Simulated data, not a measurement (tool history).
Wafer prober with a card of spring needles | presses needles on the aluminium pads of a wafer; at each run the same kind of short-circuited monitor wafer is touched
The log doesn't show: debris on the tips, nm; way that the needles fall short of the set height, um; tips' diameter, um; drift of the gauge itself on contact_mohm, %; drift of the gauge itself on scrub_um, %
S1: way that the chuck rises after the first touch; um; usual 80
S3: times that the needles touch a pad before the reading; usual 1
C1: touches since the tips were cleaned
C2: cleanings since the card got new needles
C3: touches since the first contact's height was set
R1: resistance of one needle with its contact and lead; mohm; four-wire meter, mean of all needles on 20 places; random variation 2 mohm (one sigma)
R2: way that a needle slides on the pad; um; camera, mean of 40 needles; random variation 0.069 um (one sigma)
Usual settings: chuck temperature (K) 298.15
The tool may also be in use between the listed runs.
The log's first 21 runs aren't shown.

-- hour=222.7 tips cleaned on abrasive film
run 22 hour=228.7 | S1=96 chuck_temperature_(K)=315.15 S3=3 | C1=3647 C2=24 C3=164276 | R1=252 R2=19.76
-- hour=233.7 tips cleaned on abrasive film
run 23 hour=241.1 | S1=63 chuck_temperature_(K)=348.15 S3=1 | C1=4452 C2=25 C3=171656 | R1=406 R2=12.89
-- hour=244.6 tips cleaned on abrasive film
run 24 hour=254.7 | S1=63 chuck_temperature_(K)=348.15 S3=1 | C1=6085 C2=26 C3=179827 | R1=433 R2=12.85
-- hour=255.8 tips cleaned on abrasive film
-- hour=267.1 tips cleaned on abrasive film
run 25 hour=269.8 | S1=71 chuck_temperature_(K)=359.15 S3=1 | C1=1618 C2=28 C3=188764 | R1=319 R2=14.48
-- hour=278.5 tips cleaned on abrasive film
run 26 hour=283.4 | S1=91 chuck_temperature_(K)=298.15 S3=1 | C1=2981 C2=29 C3=196940 | R1=298 R2=18.64
-- hour=289.4 tips cleaned on abrasive film
run 27 hour=296 | S1=91 chuck_temperature_(K)=306.15 S3=1 | C1=3947 C2=30 C3=204464 | R1=310 R2=18.69
-- hour=300.1 tips cleaned on abrasive film
run 28 hour=305.1 | S1=91 chuck_temperature_(K)=306.15 S3=1 | C1=3047 C2=31 C3=209928 | R1=295 R2=18.65
-- hour=311 tips cleaned on abrasive film
run 29 hour=317 | S1=62 chuck_temperature_(K)=327.15 S3=1 | C1=3624 C2=32 C3=217000 | R1=404 R2=12.52
-- hour=322.2 tips cleaned on abrasive film
run 30 hour=330.3 | S1=80 chuck_temperature_(K)=345.15 S3=1 | C1=4903 C2=33 C3=225000 | R1=355 R2=16.35
-- hour=333.6 tips cleaned on abrasive film
run 31 hour=342.8 | S1=80 chuck_temperature_(K)=345.15 S3=1 | C1=5572 C2=34 C3=232452 | R1=360 R2=16.26
-- hour=344.3 tips cleaned on abrasive film
-- hour=350.3 height of the first contact set anew
run 32 hour=352.2 | S1=80 chuck_temperature_(K)=345.15 S3=1 | C1=4572 C2=35 C3=1173 | R1=340 R2=16.72

Forecast each of these 3 alternatives for the next run:
-- hour=356 tips cleaned on abrasive film
-- hour=367 tips cleaned on abrasive film
run A hour=367.5 | S1=81 chuck_temperature_(K)=303.15 S3=2 | C1=323 C2=37 C3=10304 | R1=? R2=?
-- hour=356 tips cleaned on abrasive film
-- hour=367 tips cleaned on abrasive film
run B hour=367.5 | S1=87 chuck_temperature_(K)=300.15 S3=1 | C1=323 C2=37 C3=10304 | R1=? R2=?
-- hour=356 tips cleaned on abrasive film
-- hour=367 tips cleaned on abrasive film
run C hour=367.5 | S1=80 chuck_temperature_(K)=332.15 S3=1 | C1=323 C2=37 C3=10304 | R1=? R2=?

run=A R1=231 R2=16.8
run=B R1=236 R2=18.26
run=C R1=250 R2=16.55
Without the tool's hidden state the same runs would have given:
run=A R1=219 R2=16.83
run=B R1=218 R2=18.29
run=C R1=230 R2=16.58
